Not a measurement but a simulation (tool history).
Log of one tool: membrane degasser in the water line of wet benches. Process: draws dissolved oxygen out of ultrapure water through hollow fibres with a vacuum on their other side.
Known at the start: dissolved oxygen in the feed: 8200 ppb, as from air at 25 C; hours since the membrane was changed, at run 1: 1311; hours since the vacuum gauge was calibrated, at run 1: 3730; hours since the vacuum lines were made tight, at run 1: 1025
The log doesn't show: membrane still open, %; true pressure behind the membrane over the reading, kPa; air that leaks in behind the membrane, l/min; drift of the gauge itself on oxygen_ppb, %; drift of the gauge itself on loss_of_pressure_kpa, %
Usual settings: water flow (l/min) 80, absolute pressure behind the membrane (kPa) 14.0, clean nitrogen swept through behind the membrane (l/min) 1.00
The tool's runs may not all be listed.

run   hour  water flow (l/min)  absolute pressure behind the membrane (kPa)  clean nitrogen swept through behind the membrane (l/min)  hours since the membrane was changed  hours since the vacuum gauge was calibrated  hours since the vacuum lines were made tight  dissolved oxygen in the water behind the degasser (ppb)  pressure that the water loses in the fibres (kPa)
  1    0.0                  80                                         14.0                                                      1.00                                  1311                                         3730                                          1025                                                   1389.6                                              26.24
  2   20.6                  80                                         14.0                                                      1.00                                  1331                                         3751                                          1045                                                   1388.0                                              26.17
  3   50.3                  80                                         14.0                                                      1.00                                  1361                                         3781                                          1075                                                   1385.9                                              26.30
  4   73.3                  80                                         14.0                                                      1.00                                  1384                                         3804                                          1098                                                   1390.3                                              26.26
  5  101.5                  80                                         14.0                                                      1.62                                  1412                                         3832                                          1126                                                   1041.2                                              26.61
  6  134.4                  80                                         14.0                                                      1.62                                  1445                                         3865                                          1159                                                   1040.7                                              26.49
  7  173.3                  98                                         14.0                                                      1.00                                  1484                                         3904                                          1198                                                   1608.9                                              32.28
  8  205.8                  98                                         14.0                                                      1.00                                  1517                                         3936                                          1230                                                   1606.3                                              32.59
  9  245.5                  98                                         14.0                                                      1.00                                  1556                                         3976                                          1270                                                   1614.1                                              32.49
 10  267.2                  98                                         14.0                                                      1.00                                  1578                                         3997                                          1292                                                   1605.4                                              32.31
 11  300.7                  98                                         14.0                                                      1.00                                  1612                                         4031                                          1325                                                   1614.4                                              31.75
 12  348.0                  98                                         14.0                                                      1.00                                  1659                                         4078                                          1373                                                   1608.1                                              32.23
 13  374.0                  80                                         14.0                                                      0.46                                  1685                                         4104                                          1399                                                   2056.3                                              26.31
 14  394.2                  80                                         14.0                                                      0.46                                  1705                                         4124                                          1419                                                   2063.7                                              26.48
 15  427.1                  80                                         29.7                                                      1.22                                  1738                                         4157                                          1452                                                   2469.8                                              26.35
 16  470.9                  83                                          9.8                                                      1.00                                  1782                                         4201                                          1496                                                    975.8                                              27.55
 17  509.3                 108                                         28.2                                                      2.92                                  1820                                         4240                                          1534                                                   1764.6                                              35.46
 18  554.8                  98                                         19.8                                                      2.54                                  1866                                         4285                                          1579                                                   1314.3                                              32.12
 19  598.3                  98                                         19.8                                                      2.54                                  1909                                         4329                                          1623                                                   1314.7                                              32.19
 20  628.6                  98                                         19.8                                                      2.54                                  1940                                         4359                                          1653                                                   1309.9                                              32.43
 21  660.3                  98                                         16.3                                                      1.79                                  1971                                         4390                                          1685                                                   1352.9                                              32.74
 22  706.4                  98                                         16.3                                                      1.79                                  2017                                         4437                                          1731                                                   1356.9                                              32.15
 23  731.3                 106                                          8.5                                                      0.92                                  2042                                         4462                                          1756                                                   1066.7                                              35.14
 24  778.5                  93                                         17.9                                                      0.72                                  2089                                         4509                                          1803                                                   2309.2                                              31.29

Some steps in dissolved oxygen in the water behind the degasser (ppb) between neighbouring runs. How much of each would the tool show without its hidden state too (settings, what came in, random variation), and how much is left for the hidden state, with any gauge scatter that isn't in both results?
Run 15 -> 16: water flow (l/min) 80 -> 83, absolute pressure behind the membrane (kPa) 29.7 -> 9.8, clean nitrogen swept through behind the membrane (l/min) 1.22 -> 1.00. dissolved oxygen in the water behind the degasser (ppb) -1494.0: hidden state +8.7, all else -1502.7.
Run 22 -> 23: water flow (l/min) 98 -> 106, absolute pressure behind the membrane (kPa) 16.3 -> 8.5, clean nitrogen swept through behind the membrane (l/min) 1.79 -> 0.92. dissolved oxygen in the water behind the degasser (ppb) -290.2: hidden state +10.4, all else -300.6.
Run 23 -> 24: water flow (l/min) 106 -> 93, absolute pressure behind the membrane (kPa) 8.5 -> 17.9, clean nitrogen swept through behind the membrane (l/min) 0.92 -> 0.72. dissolved oxygen in the water behind the degasser (ppb) +1242.5: hidden state -10.7, all else +1253.2.

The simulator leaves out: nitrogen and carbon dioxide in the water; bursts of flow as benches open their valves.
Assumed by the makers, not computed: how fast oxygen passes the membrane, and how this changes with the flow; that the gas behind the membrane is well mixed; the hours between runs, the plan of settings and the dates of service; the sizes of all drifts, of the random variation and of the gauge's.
